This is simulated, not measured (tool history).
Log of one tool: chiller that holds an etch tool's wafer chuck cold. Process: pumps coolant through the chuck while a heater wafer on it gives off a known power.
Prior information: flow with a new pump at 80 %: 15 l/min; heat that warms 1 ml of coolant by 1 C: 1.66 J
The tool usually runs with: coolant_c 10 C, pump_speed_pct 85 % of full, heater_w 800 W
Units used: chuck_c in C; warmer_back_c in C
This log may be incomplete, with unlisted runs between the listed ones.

run,hour,coolant_c,pump_speed_pct,heater_w,chuck_c,warmer_back_c
1,0.0,10,85,800,16.6,1.88
2,32.3,10,85,800,16.4,1.84
3,67.6,10,85,800,16.6,1.86
4,84.5,10,85,834,16.9,2.02
5,110.9,10,85,834,17.0,1.94
6,150.2,10,85,800,16.7,1.88
# hour 158.1: coolant pump overhauled
7,173.6,10,85,638,15.5,1.49
8,191.6,10,85,638,15.4,1.56
9,216.1,10,85,931,17.8,2.28
# hour 235.0: coolant pump overhauled, once more
10,243.2,10,85,931,17.6,2.16
11,263.7,1,74,931,9.3,2.42
12,294.6,1,60,931,10.5,3.07
13,313.2,14,63,502,19.0,1.60
14,339.0,9,85,800,15.6,1.84
15,370.7,16,85,1151,25.3,2.58
16,404.0,16,85,1151,25.4,2.61
17,439.4,15,85,651,20.3,1.47
18,463.3,15,85,651,20.3,1.49
19,498.1,15,85,651,20.6,1.38

Here are 3 independent what-if runs from the current tool condition. What would each one return?
A,529.7,17,85,651,?,?
B,529.7,10,85,423,?,?
C,529.7,10,77,800,?,?

run,chuck_c,warmer_back_c
A,22.5,1.46
B,13.8,0.91
C,16.9,2.10
With the hidden condition removed and each run's random variation left untouched, the same runs would have given:
run,chuck_c,warmer_back_c
A,22.0,1.44
B,13.4,0.90
C,16.4,2.08

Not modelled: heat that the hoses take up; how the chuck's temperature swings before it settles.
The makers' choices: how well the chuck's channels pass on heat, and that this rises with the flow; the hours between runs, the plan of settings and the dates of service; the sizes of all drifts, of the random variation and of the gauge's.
